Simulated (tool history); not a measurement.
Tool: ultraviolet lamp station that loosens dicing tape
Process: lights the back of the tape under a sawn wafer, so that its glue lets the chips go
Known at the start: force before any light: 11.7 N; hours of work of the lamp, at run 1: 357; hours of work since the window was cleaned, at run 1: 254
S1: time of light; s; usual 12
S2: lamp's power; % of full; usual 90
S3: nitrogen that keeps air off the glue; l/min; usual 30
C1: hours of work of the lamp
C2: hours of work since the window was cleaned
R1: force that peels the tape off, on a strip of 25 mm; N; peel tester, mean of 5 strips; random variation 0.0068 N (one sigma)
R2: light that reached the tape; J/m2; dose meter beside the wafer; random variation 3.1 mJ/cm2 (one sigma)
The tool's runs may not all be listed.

{"run": 1, "hour": 0.0, "S1": 12, "S2": 90, "S3": 30, "C1": 357, "C2": 254, "R1": 0.345, "R2": 3800}
{"run": 2, "hour": 9.9, "S1": 12, "S2": 90, "S3": 30, "C1": 363, "C2": 260, "R1": 0.362, "R2": 3850}
{"run": 3, "hour": 26.5, "S1": 12, "S2": 90, "S3": 30, "C1": 373, "C2": 270, "R1": 0.364, "R2": 3710}
{"run": 4, "hour": 41.7, "S1": 12, "S2": 90, "S3": 30, "C1": 382, "C2": 280, "R1": 0.368, "R2": 3750}
{"run": 5, "hour": 56.2, "S1": 12, "S2": 72, "S3": 30, "C1": 391, "C2": 288, "R1": 0.655, "R2": 2950}
{"run": 6, "hour": 70.7, "S1": 12, "S2": 72, "S3": 30, "C1": 400, "C2": 297, "R1": 0.644, "R2": 2970}
{"run": 7, "hour": 88.8, "S1": 12, "S2": 72, "S3": 30, "C1": 411, "C2": 308, "R1": 0.681, "R2": 2940}
{"run": 8, "hour": 97.3, "S1": 12, "S2": 72, "S3": 30, "C1": 416, "C2": 313, "R1": 0.675, "R2": 2950}
{"run": 9, "hour": 116.2, "S1": 12, "S2": 71, "S3": 30, "C1": 428, "C2": 325, "R1": 0.724, "R2": 2880}
{"run": 10, "hour": 126.8, "S1": 12, "S2": 71, "S3": 30, "C1": 434, "C2": 331, "R1": 0.707, "R2": 2840}
{"run": 11, "hour": 143.8, "S1": 12, "S2": 71, "S3": 30, "C1": 444, "C2": 342, "R1": 0.743, "R2": 2800}
{"run": 12, "hour": 153.3, "S1": 12, "S2": 71, "S3": 30, "C1": 450, "C2": 347, "R1": 0.719, "R2": 2810}
{"run": 13, "hour": 167.2, "S1": 12, "S2": 90, "S3": 30, "C1": 458, "C2": 356, "R1": 0.414, "R2": 3520}
{"run": 14, "hour": 179.8, "S1": 12, "S2": 90, "S3": 30, "C1": 466, "C2": 363, "R1": 0.446, "R2": 3550}
{"run": 15, "hour": 187.8, "S1": 6, "S2": 90, "S3": 30, "C1": 471, "C2": 368, "R1": 2.006, "R2": 1770}
{"run": 16, "hour": 196.6, "S1": 12, "S2": 76, "S3": 30, "C1": 476, "C2": 374, "R1": 0.661, "R2": 2930}
{"run": 17, "hour": 211.6, "S1": 12, "S2": 76, "S3": 30, "C1": 485, "C2": 383, "R1": 0.699, "R2": 2890}
{"run": 18, "hour": 225.4, "S1": 12, "S2": 90, "S3": 30, "C1": 494, "C2": 391, "R1": 0.465, "R2": 3440}
{"run": 19, "hour": 242.4, "S1": 12, "S2": 90, "S3": 30, "C1": 504, "C2": 401, "R1": 0.454, "R2": 3380}
{"run": 20, "hour": 252.7, "S1": 15, "S2": 90, "S3": 30, "C1": 510, "C2": 408, "R1": 0.282, "R2": 4220}
{"run": 21, "hour": 262.0, "S1": 12, "S2": 90, "S3": 30, "C1": 516, "C2": 413, "R1": 0.476, "R2": 3370}
{"run": 22, "hour": 280.7, "S1": 12, "S2": 90, "S3": 30, "C1": 527, "C2": 425, "R1": 0.483, "R2": 3330}
{"run": 23, "hour": 289.4, "S1": 12, "S2": 90, "S3": 30, "C1": 533, "C2": 430, "R1": 0.502, "R2": 3340}
{"run": 24, "hour": 306.0, "S1": 12, "S2": 90, "S3": 30, "C1": 543, "C2": 440, "R1": 0.509, "R2": 3300}
{"run": 25, "hour": 324.6, "S1": 14, "S2": 90, "S3": 30, "C1": 554, "C2": 451, "R1": 0.377, "R2": 3780}
{"run": 26, "hour": 337.1, "S1": 14, "S2": 90, "S3": 30, "C1": 562, "C2": 459, "R1": 0.385, "R2": 3700}
{"run": 27, "hour": 350.5, "S1": 8, "S2": 74, "S3": 21, "C1": 570, "C2": 467, "R1": 2.254, "R2": 1760}
{"run": 28, "hour": 362.5, "S1": 8, "S2": 74, "S3": 21, "C1": 577, "C2": 474, "R1": 2.296, "R2": 1740}
{"run": 29, "hour": 372.4, "S1": 8, "S2": 86, "S3": 31, "C1": 583, "C2": 480, "R1": 1.496, "R2": 1980}
{"run": 30, "hour": 387.1, "S1": 12, "S2": 71, "S3": 31, "C1": 592, "C2": 489, "R1": 0.955, "R2": 2480}
{"run": 31, "hour": 404.8, "S1": 16, "S2": 63, "S3": 11, "C1": 603, "C2": 500, "R1": 1.36, "R2": 2930}
{"hour": 409.3, "done": "window cleaned of glue's vapour"}
{"run": 32, "hour": 420.1, "S1": 12, "S2": 68, "S3": 15, "C1": 612, "C2": 7, "R1": 1.097, "R2": 2830}
{"run": 33, "hour": 428.8, "S1": 7, "S2": 90, "S3": 30, "C1": 617, "C2": 12, "R1": 1.284, "R2": 2180}
{"run": 34, "hour": 447.3, "S1": 7, "S2": 90, "S3": 30, "C1": 628, "C2": 23, "R1": 1.338, "R2": 2180}
{"run": 35, "hour": 458.2, "S1": 18, "S2": 73, "S3": 30, "C1": 635, "C2": 30, "R1": 0.263, "R2": 4460}
{"run": 36, "hour": 477.1, "S1": 18, "S2": 73, "S3": 30, "C1": 646, "C2": 41, "R1": 0.261, "R2": 4470}
{"run": 37, "hour": 494.9, "S1": 18, "S2": 73, "S3": 30, "C1": 657, "C2": 52, "R1": 0.275, "R2": 4430}
{"run": 38, "hour": 513.9, "S1": 6, "S2": 75, "S3": 11, "C1": 669, "C2": 64, "R1": 3.728, "R2": 1490}
{"run": 39, "hour": 526.7, "S1": 22, "S2": 83, "S3": 11, "C1": 677, "C2": 71, "R1": 0.27, "R2": 6010}
{"run": 40, "hour": 536.1, "S1": 12, "S2": 65, "S3": 14, "C1": 682, "C2": 77, "R1": 1.453, "R2": 2560}
{"run": 41, "hour": 553.5, "S1": 15, "S2": 62, "S3": 37, "C1": 693, "C2": 88, "R1": 0.561, "R2": 3000}
{"run": 42, "hour": 562.4, "S1": 18, "S2": 75, "S3": 30, "C1": 698, "C2": 93, "R1": 0.266, "R2": 4350}
{"run": 43, "hour": 571.8, "S1": 12, "S2": 76, "S3": 30, "C1": 704, "C2": 99, "R1": 0.672, "R2": 2940}

Forecast each of these 4 alternatives for the next run:
{"run": "A", "hour": 589.0, "S1": 12, "S2": 76, "S3": 22, "C1": 714, "C2": 109, "R1": "?", "R2": "?"}
{"run": "B", "hour": 589.0, "S1": 13, "S2": 76, "S3": 30, "C1": 714, "C2": 109, "R1": "?", "R2": "?"}
{"run": "C", "hour": 589.0, "S1": 12, "S2": 75, "S3": 30, "C1": 714, "C2": 109, "R1": "?", "R2": "?"}
{"run": "D", "hour": 589.0, "S1": 12, "S2": 88, "S3": 14, "C1": 714, "C2": 109, "R1": "?", "R2": "?"}

run=A R1=0.813 R2=2910
run=B R1=0.563 R2=3190
run=C R1=0.714 R2=2870
run=D R1=0.813 R2=3370
Without the tool's hidden state the same runs would have given:
run=A R1=0.367 R2=4080
run=B R1=0.264 R2=4460
run=C R1=0.327 R2=4010
run=D R1=0.365 R2=4720
